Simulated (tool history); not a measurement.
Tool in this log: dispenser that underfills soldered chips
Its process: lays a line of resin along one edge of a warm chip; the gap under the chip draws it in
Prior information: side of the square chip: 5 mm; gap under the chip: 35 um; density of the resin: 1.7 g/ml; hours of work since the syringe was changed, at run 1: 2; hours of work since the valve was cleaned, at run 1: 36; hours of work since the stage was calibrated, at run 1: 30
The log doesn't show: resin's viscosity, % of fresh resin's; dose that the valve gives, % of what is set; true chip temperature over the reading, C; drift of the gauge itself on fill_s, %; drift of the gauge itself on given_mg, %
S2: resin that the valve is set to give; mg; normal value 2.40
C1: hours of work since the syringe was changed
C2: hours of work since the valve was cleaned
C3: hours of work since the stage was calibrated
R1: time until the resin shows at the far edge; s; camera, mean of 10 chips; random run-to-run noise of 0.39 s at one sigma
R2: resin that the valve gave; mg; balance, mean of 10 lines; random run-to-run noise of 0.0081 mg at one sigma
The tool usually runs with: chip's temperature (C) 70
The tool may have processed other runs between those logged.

run 1 day=0.000 | chip's_temperature_(C)=70 S2=2.40 | C1=2 C2=36 C3=30 | R1=27.2 R2=2.357
run 2 day=0.258 | chip's_temperature_(C)=70 S2=2.40 | C1=6 C2=41 C3=35 | R1=31.8 R2=2.342
run 3 day=0.467 | chip's_temperature_(C)=70 S2=2.33 | C1=10 C2=44 C3=38 | R1=35.9 R2=2.263
-- day=0.550 new syringe of resin
run 4 day=0.583 | chip's_temperature_(C)=70 S2=2.33 | C1=1 C2=46 C3=40 | R1=26.8 R2=2.253
run 5 day=0.829 | chip's_temperature_(C)=70 S2=2.30 | C1=5 C2=51 C3=44 | R1=31.3 R2=2.219
run 6 day=1.067 | chip's_temperature_(C)=70 S2=2.30 | C1=9 C2=55 C3=49 | R1=37.5 R2=2.209
-- day=1.183 new syringe of resin
run 7 day=1.321 | chip's_temperature_(C)=70 S2=2.30 | C1=2 C2=59 C3=53 | R1=27.6 R2=2.198
run 8 day=1.479 | chip's_temperature_(C)=70 S2=2.40 | C1=5 C2=62 C3=56 | R1=31.0 R2=2.293
run 9 day=1.729 | chip's_temperature_(C)=70 S2=2.40 | C1=10 C2=66 C3=60 | R1=35.2 R2=2.290
-- day=1.829 new syringe of resin
run 10 day=2.000 | chip's_temperature_(C)=70 S2=2.14 | C1=3 C2=71 C3=65 | R1=29.5 R2=2.048
run 11 day=2.192 | chip's_temperature_(C)=80 S2=3.04 | C1=6 C2=74 C3=68 | R1=19.3 R2=2.886
run 12 day=2.433 | chip's_temperature_(C)=80 S2=3.04 | C1=11 C2=79 C3=72 | R1=22.3 R2=2.877

Run 13 comes next. What will it give?
-- day=2.462 new syringe of resin
run 13 day=2.646 | chip's_temperature_(C)=80 S2=3.04 | C1=3 C2=82 C3=76 | R1=? R2=?

Run 13 measured R1 17.3 s, R2 2.865 mg.
Were there no unlogged condition in the tool, this run, its random variation unchanged, would have produced R1 15.1 s, R2 3.034 mg.
